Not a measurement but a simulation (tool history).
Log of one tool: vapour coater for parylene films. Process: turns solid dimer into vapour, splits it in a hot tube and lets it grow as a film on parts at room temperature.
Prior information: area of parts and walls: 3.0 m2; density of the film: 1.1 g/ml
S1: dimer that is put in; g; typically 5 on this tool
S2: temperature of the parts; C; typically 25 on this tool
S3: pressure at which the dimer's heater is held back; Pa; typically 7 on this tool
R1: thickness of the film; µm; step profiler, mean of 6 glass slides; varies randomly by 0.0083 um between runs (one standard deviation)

{"run": 1, "hour": 0.0, "S1": 5, "S2": 25, "S3": 7, "R1": 0.834}
{"run": 2, "hour": 35.7, "S1": 4, "S2": 25, "S3": 7, "R1": 0.673}
{"run": 3, "hour": 59.3, "S1": 5, "S2": 34, "S3": 7, "R1": 0.628}
{"run": 4, "hour": 96.8, "S1": 5, "S2": 34, "S3": 7, "R1": 0.6}
{"run": 5, "hour": 141.4, "S1": 5, "S2": 34, "S3": 7, "R1": 0.628}
{"run": 6, "hour": 163.9, "S1": 5, "S2": 34, "S3": 7, "R1": 0.614}
{"run": 7, "hour": 196.7, "S1": 5, "S2": 34, "S3": 7, "R1": 0.605}
{"hour": 221.1, "done": "table's thermometer calibrated"}
{"run": 8, "hour": 230.6, "S1": 2, "S2": 34, "S3": 7, "R1": 0.244}
{"run": 9, "hour": 253.6, "S1": 2, "S2": 23, "S3": 7, "R1": 0.357}
{"run": 10, "hour": 304.6, "S1": 2, "S2": 23, "S3": 7, "R1": 0.345}
{"run": 11, "hour": 346.3, "S1": 5, "S2": 18, "S3": 7, "R1": 0.993}
{"hour": 353.0, "done": "trap's valve overhauled"}
{"run": 12, "hour": 382.2, "S1": 5, "S2": 18, "S3": 7, "R1": 0.977}
{"run": 13, "hour": 432.2, "S1": 5, "S2": 25, "S3": 4.6, "R1": 0.787}
{"run": 14, "hour": 471.4, "S1": 5, "S2": 25, "S3": 4.6, "R1": 0.791}
{"run": 15, "hour": 495.2, "S1": 5, "S2": 25, "S3": 2.91, "R1": 0.814}
{"hour": 505.6, "done": "trap's valve overhauled, once more"}
{"run": 16, "hour": 530.1, "S1": 5, "S2": 25, "S3": 2.91, "R1": 0.953}
{"run": 17, "hour": 557.7, "S1": 5, "S2": 25, "S3": 2.91, "R1": 0.921}
{"run": 18, "hour": 596.8, "S1": 5, "S2": 25, "S3": 2.91, "R1": 0.935}
{"run": 19, "hour": 642.6, "S1": 7, "S2": 25, "S3": 4.3, "R1": 1.251}
{"run": 20, "hour": 672.9, "S1": 7, "S2": 25, "S3": 4.3, "R1": 1.249}
{"run": 21, "hour": 703.1, "S1": 7, "S2": 29, "S3": 7.61, "R1": 1.036}
{"run": 22, "hour": 724.4, "S1": 7, "S2": 29, "S3": 3.46, "R1": 1.097}
{"run": 23, "hour": 748.6, "S1": 7, "S2": 29, "S3": 3.46, "R1": 1.109}
{"run": 24, "hour": 775.2, "S1": 7, "S2": 19, "S3": 3.41, "R1": 1.49}
{"run": 25, "hour": 800.1, "S1": 7, "S2": 26, "S3": 10.04, "R1": 1.091}

Run 26 comes next. What will it give?
{"run": 26, "hour": 830.0, "S1": 7, "S2": 26, "S3": 10.04, "R1": "?"}

For run 26 the tool returned R1 1.096 µm.
Minus the tool's unlogged condition, the same run would have read R1 1.186 µm.
